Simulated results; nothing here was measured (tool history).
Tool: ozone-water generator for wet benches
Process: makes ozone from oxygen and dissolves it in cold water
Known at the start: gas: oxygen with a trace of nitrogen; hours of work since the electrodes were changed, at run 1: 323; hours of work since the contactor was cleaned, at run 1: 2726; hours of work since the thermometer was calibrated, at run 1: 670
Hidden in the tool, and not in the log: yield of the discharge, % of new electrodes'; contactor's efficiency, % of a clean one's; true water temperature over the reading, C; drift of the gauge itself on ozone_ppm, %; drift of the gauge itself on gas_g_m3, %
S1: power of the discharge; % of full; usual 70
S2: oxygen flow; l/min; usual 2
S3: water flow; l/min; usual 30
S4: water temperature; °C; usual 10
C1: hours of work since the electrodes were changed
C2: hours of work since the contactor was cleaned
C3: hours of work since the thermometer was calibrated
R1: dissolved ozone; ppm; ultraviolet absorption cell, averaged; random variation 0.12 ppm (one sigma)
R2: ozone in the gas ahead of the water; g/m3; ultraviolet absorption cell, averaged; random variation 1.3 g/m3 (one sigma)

run    hour  S1    S2  S3  S4    C1    C2    C3    R1     R2
  1       0  70     2  30  10   323  2726   670  11.7  239.5
  2    42.9  70     2  30  10   360  2763   708  11.9  241.6
  3    66.7  70     2  30  10   381  2784   729    12  242.2
  4   103.8  70     2  37  10   414  2817   761   9.3  243.5
  5   140.1  70  1.51  30  10   445  2848   793  10.7  284.2
  6   181.9  70     2  30  10   482  2885   829  11.9  241.8
  7   226.4  70     2  30  10   521  2924   868  11.9  239.2
  8     253  70     2  30  10   544  2947   892  11.8  239.5
  9     287  70     2  30  10   574  2977   921  11.8  239.2
 10   307.9  70     2  30  10   592  2995   940  11.8  241.2
 11   349.1  70     2  30  10   628  3031   976  12.1  242.4
 12   371.7  70     2  30  10   648  3051   995  11.8  242.4
 13   412.8  70     2  30  10   684  3087  1031  11.8  240.3
 14   438.3  70     2  30   7   706  3109  1054  11.9  239.8
 15   461.4  70     2  30   7   726  3130  1074  11.8  241.3
      498.2  -- contactor cleaned
 16   501.2  70     2  30   7   758     3  1105  12.3  239.3
 17   520.9  70     2  30   7   775    20  1122  11.8  240.5
 18   562.5  62     2  19   7   811    56  1159    18    223
 19   581.3  62  1.39  47  10   828    73  1175   5.5  278.1
 20   604.3  62  1.39  47  10   848    93  1195   5.6  275.6
 21   628.7  70     2  30   8   869   114  1217  11.8  241.6
 22   667.5  52   2.2  26  10   903   148  1251  11.6  187.1
 23   687.8  64  2.94  32  10   921   166  1268  11.4  178.7
 24   716.7  64  2.94  32  10   946   191  1294  11.5  180.3
 25     746  97  2.94  32  10   972   217  1319  14.8  236.5
 26   790.3  70  2.04  30   5  1011   256  1358    12  235.6
 27     828  61  2.76  30   5  1044   289  1391    12  180.9
 28   869.6  70  1.04  30  17  1080   325  1428   9.6  357.9
 29   907.4  79  1.58  23  10  1113   358  1461    16  297.5
 30   927.4  70     2  24  10  1131   375  1478    15  241.1
 31   966.2  55  3.53  26  10  1165   409  1512  13.1  146.5
 32  1005.1  90     2  46  14  1199   444  1546   8.5    282
 33  1047.4  45     2  24  15  1236   481  1583  10.9  182.1

Hidden state at the last listed run before each entry between runs and at the first one after, where it differs:
Between runs 15 and 16: contactor cleaned (hour 498.2)
  contactor's efficiency, % of a clean one's: 99.8 -> 100
